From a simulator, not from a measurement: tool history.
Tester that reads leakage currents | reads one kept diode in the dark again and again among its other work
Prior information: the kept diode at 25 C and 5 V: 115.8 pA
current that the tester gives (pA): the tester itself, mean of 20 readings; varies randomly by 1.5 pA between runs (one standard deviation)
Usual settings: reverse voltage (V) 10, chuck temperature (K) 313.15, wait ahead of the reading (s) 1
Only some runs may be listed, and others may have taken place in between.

run	hour	reverse voltage (V)	chuck temperature (K)	wait ahead of the reading (s)	current that the tester gives (pA)
1	0	10	313.15	1	483.71
2	66.9	10	313.15	1	483.02
3	130.5	10	313.15	1	481.17
4	164	10	313.15	1	481.62
5	228	10	313.15	1	478.5
6	264.5	10	313.15	1	480.8
7	306.8	10	313.15	1	482.06
8	339.7	7.3	313.15	1	428.08
9	380.9	9.5	313.15	1	470.72
10	453.7	10	296.15	1	128.94
11	495.3	10	313.15	2.79	475.66
12	533.5	10	313.15	1	476.74
13	567.1	10	313.15	2.19	474.74
# hour 575: tester calibrated
14	620.8	1.5	305.15	1.47	127.15
15	680.7	1.5	305.15	1.47	127.46
16	749.5	4.2	314.15	1	373.87
# hour 761.6: tester calibrated, once more
17	787.6	10	294.15	1	111.55
18	828	10	294.15	1	112.33
19	880.9	10	296.15	8.46	126.21
20	926.6	2.9	318.15	0.45	445
21	981.6	1.9	319.15	2.99	413.52
22	1032.2	2.1	316.15	0.49	339.7
23	1084.4	10	313.15	2.59	472.1
24	1138.5	10	313.15	2.59	472.34
25	1211.5	6.6	306.15	0.7	239.13

Branching from run 25: 3 alternative next runs. What would each branch give?
A	1278.2	1.8	299.15	0.99	?
B	1278.2	6.8	295.15	6.92	?
C	1278.2	2.2	320.15	0.7	?

run	current that the tester gives (pA)
A	82.41
B	99.89
C	465.43
The same runs, with their run-to-run variation unchanged, on a tool lacking any hidden condition would have given:
run	current that the tester gives (pA)
A	89.12
B	99.49
C	511.54

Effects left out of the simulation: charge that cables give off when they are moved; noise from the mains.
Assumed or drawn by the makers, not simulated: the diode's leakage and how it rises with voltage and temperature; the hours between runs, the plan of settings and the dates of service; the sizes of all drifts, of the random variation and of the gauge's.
